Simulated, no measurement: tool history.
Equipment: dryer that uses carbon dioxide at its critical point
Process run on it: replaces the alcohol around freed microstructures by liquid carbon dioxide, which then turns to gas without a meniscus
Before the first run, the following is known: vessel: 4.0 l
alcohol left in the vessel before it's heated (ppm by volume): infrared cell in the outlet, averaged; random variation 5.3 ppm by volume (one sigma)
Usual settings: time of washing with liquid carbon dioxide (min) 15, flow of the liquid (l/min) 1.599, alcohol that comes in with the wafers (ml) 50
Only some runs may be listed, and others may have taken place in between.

| run | hour | time of washing with liquid carbon dioxide (min) | flow of the liquid (l/min) | alcohol that comes in with the wafers (ml) | alcohol left in the vessel before it's heated (ppm by volume) |
|---|---|---|---|---|---|
| 1 | 0 | 15 | 1.599 | 50 | 318 |
| 2 | 32.5 | 17 | 1.599 | 50 | 250 |
| 3 | 66.2 | 15 | 1.599 | 50 | 348 |
| 4 | 80.5 | 15 | 2.41 | 50 | 202 |
| 5 | 113.3 | 15 | 1.599 | 50 | 358 |
| 6 | 146.3 | 15 | 1.599 | 50 | 370 |
| 7 | 177.2 | 15 | 1.11 | 50 | 748 |
| 8 | 197.7 | 13 | 2.2 | 38 | 230 |
| 9 | 217.8 | 12 | 2.39 | 23 | 216 |
| 10 | 245.6 | 15 | 1.98 | 30 | 217 |
| 11 | 269.5 | 9 | 1.83 | 26 | 500 |
| 12 | 303.5 | 9 | 1.83 | 26 | 526 |
| 13 | 330.5 | 12 | 1.599 | 50 | 594 |
| 14 | 357.3 | 12 | 1.599 | 24 | 395 |

Not shown here: 1 entry made in the log between runs. Locate each between two listed runs and compare the hidden state at the listed run before it with the hidden state at the listed run after it:
After run 6, before run 7: inlet filter changed (hour 150.7)
  flow that reaches the vessel past the clogged filter, %: 89 -> 98.1; alcohol in the recycled carbon dioxide, ppm: 181.9 -> 186.4
  the result without the hidden state subtracted from the measured one, alcohol left in the vessel before it's heated (ppm by volume): +249 -> +214
